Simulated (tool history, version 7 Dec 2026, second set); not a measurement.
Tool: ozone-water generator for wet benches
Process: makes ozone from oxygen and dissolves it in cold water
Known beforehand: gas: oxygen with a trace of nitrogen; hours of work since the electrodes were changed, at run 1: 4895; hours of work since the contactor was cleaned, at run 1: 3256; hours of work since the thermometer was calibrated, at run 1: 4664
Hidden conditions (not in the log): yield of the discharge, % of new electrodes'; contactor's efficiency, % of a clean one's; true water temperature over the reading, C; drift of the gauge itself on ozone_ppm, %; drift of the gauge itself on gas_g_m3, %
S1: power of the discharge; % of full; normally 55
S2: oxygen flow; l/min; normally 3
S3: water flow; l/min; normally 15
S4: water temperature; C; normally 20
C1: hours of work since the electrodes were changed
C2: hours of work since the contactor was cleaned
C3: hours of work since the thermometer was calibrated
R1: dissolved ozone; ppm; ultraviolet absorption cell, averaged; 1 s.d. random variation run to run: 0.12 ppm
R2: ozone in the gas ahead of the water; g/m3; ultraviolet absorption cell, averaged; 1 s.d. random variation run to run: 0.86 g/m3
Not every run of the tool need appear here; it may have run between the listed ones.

run,hour,S1,S2,S3,S4,C1,C2,C3,R1,R2
1,0,55,3,15,20,4895,3256,4664,11.5,141
2,147.2,55,3,15,18,5030,3391,4799,11.8,139.9
3,222.9,55,3,15,18,5099,3460,4868,12.1,138.9
4,310.7,55,3,14,20,5179,3540,4948,12.2,138.2
5,454,55,1.71,15,20,5311,3672,5080,11.6,200.1
# hour 468.1: contactor cleaned
6,567.6,55,1.71,15,20,5411,91,5180,11.7,200.9
7,730.3,55,1.71,15,20,5560,240,5329,11.6,201.5
8,836.9,55,1.57,15,20,5658,338,5426,11.5,212.7
# hour 887.6: electrodes of the discharge changed
9,981.4,55,3,15,20,86,465,5553,11.4,138.7
10,1072.3,86,3,15,20,169,548,5637,15.2,180.6
11,1228.1,86,3,15,20,312,690,5779,15,181.5
12,1323.7,86,3,15,16,399,778,5867,15.7,182.4
# hour 1406.3: water thermometer calibrated
13,1414.1,86,3,15,16,482,860,7,16.1,181.9
14,1596.8,86,3,15,16,649,1028,174,15.9,181.4
15,1726.7,86,3,15,16,768,1147,293,15.9,181.5
16,1813.6,99,3,15,20,848,1226,373,16.3,195.4
17,1947.3,99,3,15,20,970,1349,495,16.2,197.4
18,2070.9,99,3,15,20,1083,1462,609,16.3,196.8
19,2215.1,55,4.39,15,15,1215,1594,741,11.9,108
20,2360.2,55,3,11,20,1348,1727,874,15.4,138.7
21,2537.8,55,3,11,20,1511,1889,1036,15.3,139
22,2635.5,55,3,14,20,1600,1979,1126,12.2,139.1
23,2810.1,73,3,15,19,1760,2139,1286,13.8,164.9
24,2987.6,73,3.41,17,19,1923,2301,1448,11.9,150.2
25,3068.9,54,5.14,13,19,1997,2376,1523,12.2,96.6
26,3204.3,54,5.14,13,19,2121,2500,1647,12.2,96.8
27,3384.4,55,5.33,15,20,2286,2665,1811,10.7,95.9
28,3521.8,82,3,18,20,2412,2791,1937,12.1,175.9
29,3702.5,82,3.74,20,20,2577,2956,2103,10.5,151.4
30,3885.4,82,3.74,20,20,2745,3123,2270,10.8,153
31,4047.5,45,3,15,20,2893,3272,2419,10.4,123.9
32,4191,55,5.38,18,20,3025,3403,2550,9.1,94.7

Estimate the outcome of run 33 from the log above:
33,4316.2,66,5.38,18,12,3139,3518,2665,?,?

Run 33 came out at R1 11.2 ppm, R2 106.8 g/m3.
With the hidden condition absent and the run-to-run variation left alone, this run would have shown R1 11.2 ppm, R2 107 g/m3.
